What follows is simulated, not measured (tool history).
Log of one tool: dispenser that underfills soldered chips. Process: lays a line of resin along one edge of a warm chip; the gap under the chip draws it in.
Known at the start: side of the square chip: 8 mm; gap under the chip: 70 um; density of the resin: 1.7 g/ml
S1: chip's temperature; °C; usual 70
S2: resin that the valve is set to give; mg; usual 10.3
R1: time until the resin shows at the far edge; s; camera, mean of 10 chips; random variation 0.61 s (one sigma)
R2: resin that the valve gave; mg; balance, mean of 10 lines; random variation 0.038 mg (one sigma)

run	hour	S1	S2	R1	R2
1	0	70	10.3	81.5	9.93
# hour 2.3: new syringe of resin
2	3.3	70	10.3	53.3	9.95
3	8.4	70	10.3	64.2	9.81
4	12.9	77	10.3	51.6	9.79
5	15.6	77	10.3	56.1	9.85
# hour 18.3: new syringe of resin
6	20.5	77	10.3	40.2	9.79
7	24.4	77	10.3	44.6	9.74
8	27.3	73	10.3	60.2	9.79
9	32.6	73	10.3	70	9.68
# hour 34.4: new syringe of resin
10	36.9	73	10.3	49.5	9.72
11	40.1	73	10.3	55	9.63
12	43.8	73	10.3	61.6	9.68
13	48.6	70	10.3	83.8	9.59
# hour 50.6: new syringe of resin
14	53.5	81	10.3	33.6	9.61
15	56.2	81	10.3	35.4	9.57
16	58.7	70	11.8	66.8	11.03
17	61.4	70	11.8	72.5	10.94
# hour 64.8: dispensing valve cleaned and set on the balance
# hour 67.6: new syringe of resin
18	67.9	70	11.8	50.4	11.77
19	73.7	70	11.8	60.9	11.77
20	76.7	59	10	124.9	9.91
21	80.2	70	10.3	75.3	10.23
# hour 83.6: new syringe of resin
22	86.2	72	11.7	48.9	11.58
23	90.9	56	12.3	135.5	12.1
24	95.8	60	12.2	126.4	11.94
25	99.2	70	10	83.8	9.8
# hour 100: new syringe of resin
26	105.3	62	12.7	92.7	12.46
27	109.2	62	12.7	106.8	12.36
28	112.8	62	12.7	117.7	12.31
# hour 116: new syringe of resin
29	118.9	73	10.4	50.2	10.13
30	124.9	68	12.3	74.8	11.88
31	130.7	80	8.9	53.7	8.58
# hour 132.4: new syringe of resin
32	136.2	56	10.8	124.5	10.33
33	140.3	59	10.3	120.1	9.86
34	144.8	79	12	46.7	11.48
# hour 148.4: new syringe of resin
35	150.9	85	13.4	26.3	12.79

3 ways to go on from here, each from the tool as it stands after run 35. What would each give?
A	153.7	73	13	?	?
B	153.7	70	9.1	?	?
C	153.7	74	9.5	?	?

run	R1	R2
A	50.4	12.39
B	64.4	8.66
C	49.8	9
Without the tool's hidden state the same runs would have given:
run	R1	R2
A	44.4	13.02
B	55.8	9.1
C	43.1	9.45

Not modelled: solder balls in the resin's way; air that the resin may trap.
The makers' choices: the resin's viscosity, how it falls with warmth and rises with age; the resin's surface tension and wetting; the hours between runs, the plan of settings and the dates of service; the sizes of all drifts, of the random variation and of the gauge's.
